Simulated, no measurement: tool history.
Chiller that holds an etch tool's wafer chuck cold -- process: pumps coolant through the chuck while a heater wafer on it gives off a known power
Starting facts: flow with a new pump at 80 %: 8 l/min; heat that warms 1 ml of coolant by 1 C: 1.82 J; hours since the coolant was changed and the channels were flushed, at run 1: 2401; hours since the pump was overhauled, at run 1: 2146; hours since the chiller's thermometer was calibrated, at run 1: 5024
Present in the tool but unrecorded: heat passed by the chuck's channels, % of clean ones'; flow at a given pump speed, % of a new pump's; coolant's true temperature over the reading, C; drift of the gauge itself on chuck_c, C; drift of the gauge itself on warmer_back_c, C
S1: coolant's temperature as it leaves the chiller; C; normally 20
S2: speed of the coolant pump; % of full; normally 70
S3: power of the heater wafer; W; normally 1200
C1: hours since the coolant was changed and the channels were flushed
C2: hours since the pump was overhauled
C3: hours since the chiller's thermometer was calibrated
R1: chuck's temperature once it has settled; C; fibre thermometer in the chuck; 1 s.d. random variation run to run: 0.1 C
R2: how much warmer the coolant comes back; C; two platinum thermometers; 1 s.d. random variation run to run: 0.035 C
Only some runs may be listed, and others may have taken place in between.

| run | hour | S1 | S2 | S3 | C1 | C2 | C3 | R1 | R2 |
|---|---|---|---|---|---|---|---|---|---|
| 1 | 0.0 | 20 | 70 | 1200 | 2401 | 2146 | 5024 | 36.3 | 5.70 |
| 2 | 96.6 | 20 | 70 | 1200 | 2498 | 2242 | 5120 | 36.4 | 5.71 |
| 3 | 184.9 | 20 | 70 | 1200 | 2586 | 2330 | 5208 | 36.4 | 5.69 |
| 4 | 312.7 | 20 | 70 | 1200 | 2714 | 2458 | 5336 | 36.5 | 5.73 |
| 5 | 465.9 | 20 | 70 | 1200 | 2867 | 2611 | 5489 | 36.3 | 5.71 |
| 6 | 589.8 | 20 | 70 | 1200 | 2991 | 2735 | 5613 | 36.4 | 5.64 |
|  | 682.3 | chiller's thermometer calibrated |
| 7 | 701.9 | 20 | 74 | 1200 | 3102 | 2846 | 20 | 35.6 | 5.31 |
| 8 | 873.7 | 20 | 64 | 1200 | 3274 | 3018 | 191 | 37.7 | 6.23 |
| 9 | 1036.5 | 20 | 64 | 1200 | 3436 | 3181 | 354 | 37.7 | 6.10 |
| 10 | 1157.6 | 28 | 64 | 1200 | 3558 | 3302 | 475 | 45.9 | 6.21 |
| 11 | 1241.4 | 28 | 64 | 1200 | 3641 | 3386 | 559 | 45.8 | 6.12 |
| 12 | 1321.4 | 29 | 74 | 1339 | 3721 | 3466 | 639 | 46.3 | 5.82 |
| 13 | 1460.6 | 29 | 74 | 1339 | 3861 | 3605 | 778 | 46.5 | 5.84 |
| 14 | 1599.7 | 29 | 82 | 1339 | 4000 | 3744 | 917 | 45.0 | 5.19 |
|  | 1613.3 | coolant changed, channels flushed |
| 15 | 1716.9 | 18 | 63 | 758 | 104 | 3855 | 1029 | 29.5 | 3.79 |
| 16 | 1798.8 | 20 | 61 | 1200 | 186 | 3937 | 1111 | 38.6 | 6.40 |
| 17 | 1932.3 | 20 | 77 | 1200 | 319 | 4071 | 1244 | 35.1 | 4.91 |
| 18 | 2035.3 | 11 | 77 | 1200 | 422 | 4174 | 1347 | 26.1 | 4.93 |
| 19 | 2163.3 | 11 | 77 | 1200 | 550 | 4302 | 1475 | 26.1 | 4.89 |
| 20 | 2319.6 | 17 | 80 | 993 | 706 | 4458 | 1631 | 28.9 | 3.82 |
| 21 | 2406.6 | 10 | 85 | 1200 | 793 | 4545 | 1718 | 23.8 | 4.35 |

Here are 4 independent what-if runs from the current tool condition. What would each one return?
|  | 2475.2 | gauge calibrated |
| A | 2567.3 | 10 | 99 | 1200 | 954 | 4706 | 1879 | ? | ? |
|  | 2475.2 | gauge calibrated |
| B | 2567.3 | 20 | 83 | 1200 | 954 | 4706 | 1879 | ? | ? |
|  | 2475.2 | gauge calibrated |
| C | 2567.3 | 20 | 70 | 1774 | 954 | 4706 | 1879 | ? | ? |
|  | 2475.2 | gauge calibrated |
| D | 2567.3 | 26 | 70 | 612 | 954 | 4706 | 1879 | ? | ? |

| run | R1 | R2 |
|---|---|---|
| A | 21.9 | 3.89 |
| B | 34.0 | 4.71 |
| C | 44.1 | 8.42 |
| D | 34.3 | 2.91 |
Without the tool's hidden state the same runs would have given:
| run | R1 | R2 |
|---|---|---|
| A | 21.9 | 3.90 |
| B | 34.0 | 4.72 |
| C | 44.1 | 8.43 |
| D | 34.3 | 2.92 |
